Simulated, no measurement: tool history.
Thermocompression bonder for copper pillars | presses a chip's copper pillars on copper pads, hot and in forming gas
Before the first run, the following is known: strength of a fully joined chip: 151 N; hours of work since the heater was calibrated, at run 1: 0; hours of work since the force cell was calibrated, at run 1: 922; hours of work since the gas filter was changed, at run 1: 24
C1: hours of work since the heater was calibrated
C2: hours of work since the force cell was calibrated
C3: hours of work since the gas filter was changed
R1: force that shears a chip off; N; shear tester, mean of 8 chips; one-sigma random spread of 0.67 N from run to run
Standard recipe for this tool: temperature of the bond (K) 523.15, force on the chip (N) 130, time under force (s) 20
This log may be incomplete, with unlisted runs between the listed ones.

{"run": 1, "hour": 0.0, "temperature of the bond (K)": 523.15, "force on the chip (N)": 130, "time under force (s)": 20, "C1": 0, "C2": 922, "C3": 24, "R1": 103.6}
{"run": 2, "hour": 33.6, "temperature of the bond (K)": 523.15, "force on the chip (N)": 130, "time under force (s)": 20, "C1": 24, "C2": 945, "C3": 48, "R1": 101.8}
{"run": 3, "hour": 90.8, "temperature of the bond (K)": 523.15, "force on the chip (N)": 130, "time under force (s)": 20, "C1": 64, "C2": 986, "C3": 88, "R1": 99.8}
{"hour": 138.6, "done": "forming gas filter changed"}
{"run": 4, "hour": 141.6, "temperature of the bond (K)": 523.15, "force on the chip (N)": 130, "time under force (s)": 20, "C1": 100, "C2": 1021, "C3": 2, "R1": 106.4}
{"hour": 149.4, "done": "heater calibrated with a thermocouple chip"}
{"run": 5, "hour": 202.4, "temperature of the bond (K)": 523.15, "force on the chip (N)": 130, "time under force (s)": 20, "C1": 37, "C2": 1063, "C3": 44, "R1": 104.9}
{"run": 6, "hour": 235.1, "temperature of the bond (K)": 523.15, "force on the chip (N)": 107, "time under force (s)": 20, "C1": 61, "C2": 1086, "C3": 67, "R1": 93.2}
{"hour": 248.3, "done": "heater calibrated with a thermocouple chip, once more"}
{"run": 7, "hour": 263.5, "temperature of the bond (K)": 523.15, "force on the chip (N)": 107, "time under force (s)": 20, "C1": 11, "C2": 1105, "C3": 86, "R1": 91}
{"hour": 315.4, "done": "forming gas filter changed"}
{"run": 8, "hour": 319.6, "temperature of the bond (K)": 506.15, "force on the chip (N)": 130, "time under force (s)": 20, "C1": 50, "C2": 1144, "C3": 3, "R1": 87.7}
{"run": 9, "hour": 374.9, "temperature of the bond (K)": 506.15, "force on the chip (N)": 130, "time under force (s)": 48, "C1": 89, "C2": 1183, "C3": 42, "R1": 108.7}
{"run": 10, "hour": 421.1, "temperature of the bond (K)": 506.15, "force on the chip (N)": 130, "time under force (s)": 48, "C1": 122, "C2": 1216, "C3": 75, "R1": 106.4}
{"run": 11, "hour": 483.1, "temperature of the bond (K)": 506.15, "force on the chip (N)": 130, "time under force (s)": 48, "C1": 166, "C2": 1260, "C3": 119, "R1": 104.8}
{"hour": 488.6, "done": "forming gas filter changed"}
{"run": 12, "hour": 524.9, "temperature of the bond (K)": 506.15, "force on the chip (N)": 182, "time under force (s)": 50, "C1": 195, "C2": 1289, "C3": 26, "R1": 126.4}
{"run": 13, "hour": 586.5, "temperature of the bond (K)": 506.15, "force on the chip (N)": 182, "time under force (s)": 50, "C1": 238, "C2": 1332, "C3": 69, "R1": 123.7}

Below are 5 alternative next runs, each starting from the tool's condition after run 13. Predict each:
{"run": "A", "hour": 623.7, "temperature of the bond (K)": 495.15, "force on the chip (N)": 130, "time under force (s)": 20, "C1": 265, "C2": 1359, "C3": 96, "R1": "?"}
{"run": "B", "hour": 623.7, "temperature of the bond (K)": 514.15, "force on the chip (N)": 117, "time under force (s)": 21, "C1": 265, "C2": 1359, "C3": 96, "R1": "?"}
{"run": "C", "hour": 623.7, "temperature of the bond (K)": 496.15, "force on the chip (N)": 139, "time under force (s)": 12, "C1": 265, "C2": 1359, "C3": 96, "R1": "?"}
{"run": "D", "hour": 623.7, "temperature of the bond (K)": 499.15, "force on the chip (N)": 99, "time under force (s)": 54, "C1": 265, "C2": 1359, "C3": 96, "R1": "?"}
{"run": "E", "hour": 623.7, "temperature of the bond (K)": 537.15, "force on the chip (N)": 163, "time under force (s)": 17, "C1": 265, "C2": 1359, "C3": 96, "R1": "?"}

run=A R1=75.1
run=B R1=91.7
run=C R1=66.2
run=D R1=92.5
run=E R1=119.6
Without the tool's hidden state the same runs would have given:
run=A R1=73.8
run=B R1=91.6
run=C R1=64.6
run=D R1=92.2
run=E R1=123.7

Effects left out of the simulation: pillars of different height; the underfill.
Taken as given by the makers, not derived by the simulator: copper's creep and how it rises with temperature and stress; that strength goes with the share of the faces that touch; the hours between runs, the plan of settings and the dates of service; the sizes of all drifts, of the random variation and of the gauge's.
